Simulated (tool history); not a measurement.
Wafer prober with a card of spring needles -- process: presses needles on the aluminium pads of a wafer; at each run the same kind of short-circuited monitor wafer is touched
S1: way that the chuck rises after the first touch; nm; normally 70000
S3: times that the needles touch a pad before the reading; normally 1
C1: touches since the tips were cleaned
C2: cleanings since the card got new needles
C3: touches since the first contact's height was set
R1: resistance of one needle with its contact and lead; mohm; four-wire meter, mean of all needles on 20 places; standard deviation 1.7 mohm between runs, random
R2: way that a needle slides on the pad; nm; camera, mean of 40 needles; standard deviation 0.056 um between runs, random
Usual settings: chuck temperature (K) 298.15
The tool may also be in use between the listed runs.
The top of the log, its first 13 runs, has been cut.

-- day=9.492 tips cleaned on abrasive film
-- day=9.992 tips cleaned on abrasive film
run 14 day=10.046 | S1=70000 chuck_temperature_(K)=298.15 S3=1 | C1=415 C2=86 C3=12470 | R1=177 R2=13420
-- day=10.508 tips cleaned on abrasive film
-- day=11.05 tips cleaned on abrasive film
run 15 day=11.05 | S1=70000 chuck_temperature_(K)=298.15 S3=1 | C1=0 C2=88 C3=19887 | R1=170 R2=13290
run 16 day=11.496 | S1=70000 chuck_temperature_(K)=298.15 S3=1 | C1=3325 C2=88 C3=23212 | R1=173 R2=13400
-- day=11.567 tips cleaned on abrasive film
run 17 day=11.925 | S1=85000 chuck_temperature_(K)=298.15 S3=2 | C1=2670 C2=89 C3=26401 | R1=170 R2=16250
-- day=12.042 tips cleaned on abrasive film
run 18 day=12.404 | S1=85000 chuck_temperature_(K)=298.15 S3=2 | C1=2707 C2=90 C3=29934 | R1=172 R2=16320
-- day=12.542 tips cleaned on abrasive film
-- day=13.017 tips cleaned on abrasive film
run 19 day=13.371 | S1=73000 chuck_temperature_(K)=377.15 S3=2 | C1=2638 C2=92 C3=37072 | R1=189 R2=14030
-- day=13.492 tips cleaned on abrasive film
run 20 day=13.8 | S1=62000 chuck_temperature_(K)=377.15 S3=3 | C1=2292 C2=93 C3=40240 | R1=190 R2=11810
-- day=13.979 tips cleaned on abrasive film
-- day=14.471 tips cleaned on abrasive film
run 21 day=14.488 | S1=60000 chuck_temperature_(K)=298.15 S3=2 | C1=115 C2=95 C3=45304 | R1=176 R2=11400
-- day=14.971 tips cleaned on abrasive film
run 22 day=14.971 | S1=60000 chuck_temperature_(K)=298.15 S3=2 | C1=0 C2=96 C3=48878 | R1=175 R2=11490
-- day=15.517 tips cleaned on abrasive film
run 23 day=15.946 | S1=60000 chuck_temperature_(K)=298.15 S3=2 | C1=3203 C2=97 C3=56144 | R1=173 R2=11430
-- day=16.021 tips cleaned on abrasive film
-- day=16.533 tips cleaned on abrasive film
run 24 day=16.679 | S1=60000 chuck_temperature_(K)=304.15 S3=2 | C1=1070 C2=99 C3=61537 | R1=176 R2=11360
-- day=17.079 tips cleaned on abrasive film
run 25 day=17.521 | S1=60000 chuck_temperature_(K)=304.15 S3=2 | C1=3282 C2=100 C3=67780 | R1=176 R2=11340
-- day=17.567 tips cleaned on abrasive film
-- day=18.071 tips cleaned on abrasive film
run 26 day=18.192 | S1=61000 chuck_temperature_(K)=364.15 S3=1 | C1=906 C2=102 C3=72743 | R1=188 R2=11690
-- day=18.575 tips cleaned on abrasive film
run 27 day=18.654 | S1=58000 chuck_temperature_(K)=364.15 S3=3 | C1=589 C2=103 C3=76155 | R1=192 R2=10970
-- day=19.092 tips cleaned on abrasive film
run 28 day=19.429 | S1=53000 chuck_temperature_(K)=364.15 S3=2 | C1=2519 C2=104 C3=81890 | R1=189 R2=10070
-- day=19.571 tips cleaned on abrasive film
-- day=20.067 tips cleaned on abrasive film
run 29 day=20.067 | S1=53000 chuck_temperature_(K)=364.15 S3=2 | C1=0 C2=106 C3=86591 | R1=192 R2=10060
-- day=20.554 tips cleaned on abrasive film
run 30 day=20.996 | S1=84000 chuck_temperature_(K)=298.15 S3=1 | C1=3288 C2=107 C3=93492 | R1=170 R2=15910

Consider 3 possible next runs. They are alternatives, not a sequence: every one starts from the tool as it was left by run 30. What does each give?
-- day=21.067 tips cleaned on abrasive film
run A day=21.438 | S1=69000 chuck_temperature_(K)=298.15 S3=1 | C1=2757 C2=108 C3=96739 | R1=? R2=?
-- day=21.067 tips cleaned on abrasive film
run B day=21.438 | S1=67000 chuck_temperature_(K)=389.15 S3=1 | C1=2757 C2=108 C3=96739 | R1=? R2=?
-- day=21.067 tips cleaned on abrasive film
run C day=21.438 | S1=85000 chuck_temperature_(K)=322.15 S3=2 | C1=2757 C2=108 C3=96739 | R1=? R2=?

run=A R1=177 R2=13030
run=B R1=191 R2=12650
run=C R1=175 R2=16000
Without the tool's hidden state the same runs would have given:
run=A R1=176 R2=13310
run=B R1=190 R2=12920
run=C R1=175 R2=16340

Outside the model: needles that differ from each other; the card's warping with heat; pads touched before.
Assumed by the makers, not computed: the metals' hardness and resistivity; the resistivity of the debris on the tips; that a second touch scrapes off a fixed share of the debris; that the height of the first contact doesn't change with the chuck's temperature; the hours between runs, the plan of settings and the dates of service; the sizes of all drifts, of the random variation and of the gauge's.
